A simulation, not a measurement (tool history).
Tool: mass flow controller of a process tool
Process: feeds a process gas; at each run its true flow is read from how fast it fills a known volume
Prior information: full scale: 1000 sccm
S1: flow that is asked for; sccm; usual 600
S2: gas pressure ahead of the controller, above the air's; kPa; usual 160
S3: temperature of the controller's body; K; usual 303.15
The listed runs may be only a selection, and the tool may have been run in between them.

Run 1, day 0.000: usual settings. Result: true flow (%) 101.19.
Run 2, day 5.142: usual settings. Result: true flow (%) 101.15.
Run 3, day 11.146: usual settings but S2 146 kPa. Result: true flow (%) 101.25.
Run 4, day 22.904: usual settings. Result: true flow (%) 101.35.
Run 5, day 31.200: usual settings but S3 309.15 K. Result: true flow (%) 100.82.
Run 6, day 37.050: usual settings but S3 309.15 K. Result: true flow (%) 100.81.
Run 7, day 46.146: usual settings but S3 309.15 K. Result: true flow (%) 100.89.
Run 8, day 55.583: usual settings but S3 309.15 K. Result: true flow (%) 100.88.
Run 9, day 63.854: usual settings but S1 148 sccm, S3 309.15 K. Result: true flow (%) 103.06.
Run 10, day 69.067: usual settings but S1 148 sccm, S3 309.15 K. Result: true flow (%) 102.98.
Run 11, day 75.908: usual settings but S1 148 sccm, S3 295.15 K. Result: true flow (%) 104.09.
Run 12, day 84.054: usual settings. Result: true flow (%) 101.41.
Run 13, day 90.517: usual settings but S2 216 kPa. Result: true flow (%) 101.36.
Run 14, day 102.729: usual settings. Result: true flow (%) 101.47.
Run 15, day 110.762: usual settings. Result: true flow (%) 101.62.
Run 16, day 122.979: usual settings. Result: true flow (%) 101.55.
Run 17, day 135.246: usual settings but S1 171 sccm. Result: true flow (%) 103.73.
Run 18, day 140.583: usual settings but S3 295.15 K. Result: true flow (%) 102.19.
Run 19, day 148.521: usual settings but S1 306 sccm, S3 295.15 K. Result: true flow (%) 102.92.
Run 20, day 160.396: usual settings but S2 262 kPa. Result: true flow (%) 101.25.
Run 21, day 170.975: usual settings but S2 145 kPa. Result: true flow (%) 101.79.
Run 22, day 180.038: usual settings. Result: true flow (%) 101.88.
Run 23, day 185.421: usual settings. Result: true flow (%) 102.09.
Run 24, day 197.275: usual settings. Result: true flow (%) 101.91.
Run 25, day 209.808: usual settings but S2 238 kPa, S3 307.15 K. Result: true flow (%) 101.28.
Run 26, day 216.925: usual settings but S2 238 kPa, S3 307.15 K. Result: true flow (%) 101.38.
Run 27, day 222.475: usual settings but S2 238 kPa, S3 307.15 K. Result: true flow (%) 101.36.
Run 28, day 230.925: usual settings but S2 238 kPa, S3 307.15 K. Result: true flow (%) 101.57.
Run 29, day 240.921: usual settings but S1 632 sccm, S2 184 kPa, S3 306.15 K. Result: true flow (%) 101.81.
Run 30, day 253.483: usual settings but S1 632 sccm, S2 184 kPa, S3 306.15 K. Result: true flow (%) 101.75.
Run 31, day 262.725: usual settings but S1 632 sccm, S2 184 kPa, S3 306.15 K. Result: true flow (%) 101.84.
Run 32, day 271.958: usual settings but S1 836 sccm, S2 230 kPa, S3 306.15 K. Result: true flow (%) 101.38.
Run 33, day 279.192: usual settings but S1 342 sccm, S2 141 kPa, S3 301.15 K. Result: true flow (%) 103.30.
Run 34, day 290.442: usual settings but S1 342 sccm, S2 141 kPa, S3 301.15 K. Result: true flow (%) 103.25.
Run 35, day 298.304: usual settings but S1 866 sccm, S3 293.15 K. Result: true flow (%) 102.85.
Run 36, day 308.983: usual settings but S1 866 sccm, S3 293.15 K. Result: true flow (%) 103.03.
Run 37, day 316.346: usual settings but S1 578 sccm, S3 306.15 K. Result: true flow (%) 102.35.
Run 38, day 321.662: usual settings but S2 232 kPa, S3 299.15 K. Result: true flow (%) 102.44.
Run 39, day 328.854: usual settings but S2 255 kPa. Result: true flow (%) 102.04.
Run 40, day 338.038: usual settings but S1 143 sccm, S2 262 kPa, S3 298.15 K. Result: true flow (%) 106.07.
Run 41, day 343.146: usual settings but S1 822 sccm, S2 177 kPa, S3 296.15 K. Result: true flow (%) 102.78.
Run 42, day 352.788: usual settings but S1 822 sccm, S2 177 kPa, S3 296.15 K. Result: true flow (%) 102.90.
Run 43, day 361.621: usual settings but S1 822 sccm, S2 177 kPa, S3 296.15 K. Result: true flow (%) 102.97.
Run 44, day 368.867: usual settings but S1 822 sccm, S2 205 kPa, S3 312.15 K. Result: true flow (%) 101.60.
Run 45, day 376.538: usual settings but S1 121 sccm, S2 196 kPa, S3 295.15 K. Result: true flow (%) 107.85.
Run 46, day 382.283: usual settings but S3 299.15 K. Result: true flow (%) 102.94.
Run 47, day 390.771: usual settings but S3 299.15 K. Result: true flow (%) 103.07.

Forecast each of these 3 alternatives for the next run:
Run A, day 401.304: usual settings but S1 174 sccm, S2 183 kPa, S3 302.15 K. Result: true flow (%) ?.
Run B, day 401.304: usual settings. Result: true flow (%) ?.
Run C, day 401.304: usual settings but S1 123 sccm, S2 154 kPa, S3 312.15 K. Result: true flow (%) ?.

run  true flow (%)
  A         105.74
  B         102.73
  C         107.17
With no hidden state in the tool, these same runs would have given:
run  true flow (%)
  A          99.20
  B          99.48
  C          98.70
